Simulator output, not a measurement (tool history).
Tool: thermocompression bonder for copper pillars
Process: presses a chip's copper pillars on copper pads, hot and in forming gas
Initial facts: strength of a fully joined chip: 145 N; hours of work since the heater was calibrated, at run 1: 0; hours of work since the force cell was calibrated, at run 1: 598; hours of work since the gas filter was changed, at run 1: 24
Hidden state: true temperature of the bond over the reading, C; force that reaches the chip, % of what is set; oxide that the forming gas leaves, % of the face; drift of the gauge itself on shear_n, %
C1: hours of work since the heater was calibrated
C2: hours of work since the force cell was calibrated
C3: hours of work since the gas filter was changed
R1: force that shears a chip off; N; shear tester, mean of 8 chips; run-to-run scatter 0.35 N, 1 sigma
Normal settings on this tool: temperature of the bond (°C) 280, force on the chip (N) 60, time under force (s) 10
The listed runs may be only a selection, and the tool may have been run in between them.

run 1 hour=0 | temperature_of_the_bond_(°C)=280 force_on_the_chip_(N)=60 time_under_force_(s)=10 | C1=0 C2=598 C3=24 | R1=86.8
run 2 hour=65.5 | temperature_of_the_bond_(°C)=280 force_on_the_chip_(N)=47 time_under_force_(s)=10 | C1=52 C2=651 C3=77 | R1=72.2
run 3 hour=104.4 | temperature_of_the_bond_(°C)=280 force_on_the_chip_(N)=60 time_under_force_(s)=10 | C1=83 C2=682 C3=108 | R1=84.7
run 4 hour=167.7 | temperature_of_the_bond_(°C)=307 force_on_the_chip_(N)=60 time_under_force_(s)=10 | C1=134 C2=732 C3=158 | R1=106.2
-- hour=193 forming gas filter changed
run 5 hour=241.1 | temperature_of_the_bond_(°C)=307 force_on_the_chip_(N)=60 time_under_force_(s)=10 | C1=192 C2=790 C3=38 | R1=108.8
run 6 hour=311.1 | temperature_of_the_bond_(°C)=307 force_on_the_chip_(N)=60 time_under_force_(s)=10 | C1=247 C2=846 C3=94 | R1=107.5
run 7 hour=368.5 | temperature_of_the_bond_(°C)=280 force_on_the_chip_(N)=57 time_under_force_(s)=10 | C1=293 C2=891 C3=140 | R1=80.4
-- hour=415.7 forming gas filter changed
run 8 hour=438.1 | temperature_of_the_bond_(°C)=280 force_on_the_chip_(N)=67 time_under_force_(s)=10 | C1=348 C2=947 C3=18 | R1=92.3
run 9 hour=490.7 | temperature_of_the_bond_(°C)=280 force_on_the_chip_(N)=65 time_under_force_(s)=10 | C1=390 C2=988 C3=60 | R1=88.7
run 10 hour=580.2 | temperature_of_the_bond_(°C)=280 force_on_the_chip_(N)=60 time_under_force_(s)=18 | C1=461 C2=1060 C3=131 | R1=98.9
-- hour=635.2 forming gas filter changed
run 11 hour=648.6 | temperature_of_the_bond_(°C)=280 force_on_the_chip_(N)=60 time_under_force_(s)=18 | C1=515 C2=1114 C3=11 | R1=101.1
run 12 hour=690.4 | temperature_of_the_bond_(°C)=265 force_on_the_chip_(N)=60 time_under_force_(s)=18 | C1=549 C2=1147 C3=44 | R1=85.7
run 13 hour=777.9 | temperature_of_the_bond_(°C)=265 force_on_the_chip_(N)=60 time_under_force_(s)=18 | C1=618 C2=1217 C3=114 | R1=83.7
run 14 hour=826.5 | temperature_of_the_bond_(°C)=280 force_on_the_chip_(N)=38 time_under_force_(s)=6 | C1=657 C2=1255 C3=152 | R1=47.8
-- hour=855.4 forming gas filter changed
-- hour=876.7 force cell calibrated
run 15 hour=917.7 | temperature_of_the_bond_(°C)=280 force_on_the_chip_(N)=57 time_under_force_(s)=7 | C1=728 C2=33 C3=48 | R1=69
run 16 hour=995.8 | temperature_of_the_bond_(°C)=252 force_on_the_chip_(N)=63 time_under_force_(s)=10 | C1=790 C2=95 C3=111 | R1=56.6
run 17 hour=1039.5 | temperature_of_the_bond_(°C)=252 force_on_the_chip_(N)=63 time_under_force_(s)=10 | C1=825 C2=130 C3=145 | R1=55.6
-- hour=1081.4 forming gas filter changed
run 18 hour=1090.3 | temperature_of_the_bond_(°C)=268 force_on_the_chip_(N)=60 time_under_force_(s)=12 | C1=865 C2=170 C3=7 | R1=74.3
run 19 hour=1135.2 | temperature_of_the_bond_(°C)=271 force_on_the_chip_(N)=71 time_under_force_(s)=24 | C1=901 C2=205 C3=43 | R1=103.6
run 20 hour=1175.3 | temperature_of_the_bond_(°C)=260 force_on_the_chip_(N)=73 time_under_force_(s)=5 | C1=933 C2=237 C3=75 | R1=55.4
-- hour=1184.7 heater calibrated with a thermocouple chip
run 21 hour=1263 | temperature_of_the_bond_(°C)=295 force_on_the_chip_(N)=60 time_under_force_(s)=8 | C1=62 C2=306 C3=143 | R1=89.9
-- hour=1302.8 forming gas filter changed
run 22 hour=1321.7 | temperature_of_the_bond_(°C)=292 force_on_the_chip_(N)=57 time_under_force_(s)=19 | C1=109 C2=352 C3=15 | R1=109.2
run 23 hour=1381.1 | temperature_of_the_bond_(°C)=280 force_on_the_chip_(N)=65 time_under_force_(s)=7 | C1=156 C2=399 C3=62 | R1=79.1
run 24 hour=1435.7 | temperature_of_the_bond_(°C)=270 force_on_the_chip_(N)=69 time_under_force_(s)=13 | C1=199 C2=443 C3=106 | R1=87.8

Subtracting, for every run, the result it would have given without the tool's unlogged condition from the measured result gives the following. The same run-to-run variation enters both numbers; the gauge's scatter may not:
run=1 R1=+2.6
run=2 R1=+1.4
run=3 R1=+0.6
run=4 R1=-1.8
run=5 R1=+1.2
run=6 R1=-0.4
run=7 R1=-0.7
run=8 R1=+1.4
run=9 R1=+0.4
run=10 R1=-1.7
run=11 R1=+0.9
run=12 R1=+0.2
run=13 R1=-1.4
run=14 R1=-1.1
run=15 R1=-3.3
run=16 R1=-4.2
run=17 R1=-4.9
run=18 R1=-3.4
run=19 R1=-4.2
run=20 R1=-4.1
run=21 R1=-2
run=22 R1=+0.2
run=23 R1=-0.6
run=24 R1=-1.8

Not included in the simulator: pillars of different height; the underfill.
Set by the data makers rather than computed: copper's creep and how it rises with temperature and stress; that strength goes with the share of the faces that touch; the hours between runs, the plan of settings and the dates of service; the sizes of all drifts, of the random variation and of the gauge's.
